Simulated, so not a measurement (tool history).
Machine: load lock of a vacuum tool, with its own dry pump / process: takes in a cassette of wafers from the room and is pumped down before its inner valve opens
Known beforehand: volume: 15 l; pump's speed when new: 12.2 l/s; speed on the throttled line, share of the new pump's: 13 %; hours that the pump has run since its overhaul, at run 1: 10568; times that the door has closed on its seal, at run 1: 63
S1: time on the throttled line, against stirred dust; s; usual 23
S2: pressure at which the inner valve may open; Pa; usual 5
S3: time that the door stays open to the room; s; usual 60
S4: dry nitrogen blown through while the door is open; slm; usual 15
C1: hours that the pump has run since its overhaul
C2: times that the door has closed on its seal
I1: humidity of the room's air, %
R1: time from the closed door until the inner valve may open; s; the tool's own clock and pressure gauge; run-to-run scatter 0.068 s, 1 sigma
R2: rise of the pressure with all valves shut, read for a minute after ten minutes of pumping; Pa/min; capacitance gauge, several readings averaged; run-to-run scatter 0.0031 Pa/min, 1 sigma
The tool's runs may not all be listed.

run 1 day=0.000 | S1=23 S2=5 S3=60 S4=15 | C1=10568 C2=63 | I1=46.6 | R1=32.90 R2=0.088
run 2 day=4.500 | S1=23 S2=5 S3=60 S4=15 | C1=10676 C2=216 | I1=44.2 | R1=33.03 R2=0.080
run 3 day=7.312 | S1=38 S2=5 S3=60 S4=15 | C1=10743 C2=311 | I1=50.8 | R1=45.93 R2=0.091
run 4 day=12.000 | S1=23 S2=5 S3=60 S4=15 | C1=10856 C2=471 | I1=42.5 | R1=32.95 R2=0.077
run 5 day=16.079 | S1=23 S2=5 S3=60 S4=39 | C1=10954 C2=609 | I1=43.7 | R1=32.97 R2=0.054
run 6 day=18.212 | S1=23 S2=5 S3=60 S4=39 | C1=11005 C2=682 | I1=47.5 | R1=32.95 R2=0.059
run 7 day=21.375 | S1=23 S2=5 S3=60 S4=39 | C1=11081 C2=789 | I1=48.2 | R1=33.06 R2=0.064
run 8 day=25.846 | S1=13 S2=5 S3=60 S4=39 | C1=11188 C2=941 | I1=43.1 | R1=24.46 R2=0.059
run 9 day=28.471 | S1=13 S2=8 S3=60 S4=39 | C1=11251 C2=1031 | I1=42.6 | R1=23.65 R2=0.056
run 10 day=31.692 | S1=23 S2=5 S3=60 S4=5 | C1=11328 C2=1140 | I1=47.5 | R1=33.02 R2=0.107

Run 11 comes next. What will it give?
run 11 day=34.583 | S1=23 S2=5 S3=60 S4=5 | C1=11398 C2=1238 | I1=48.2 | R1=? R2=?

R1: 33.01 s
R2: 0.110 Pa/min
Had the tool carried no hidden state, the very same run would have given R1 32.37 s, R2 0.108 Pa/min.
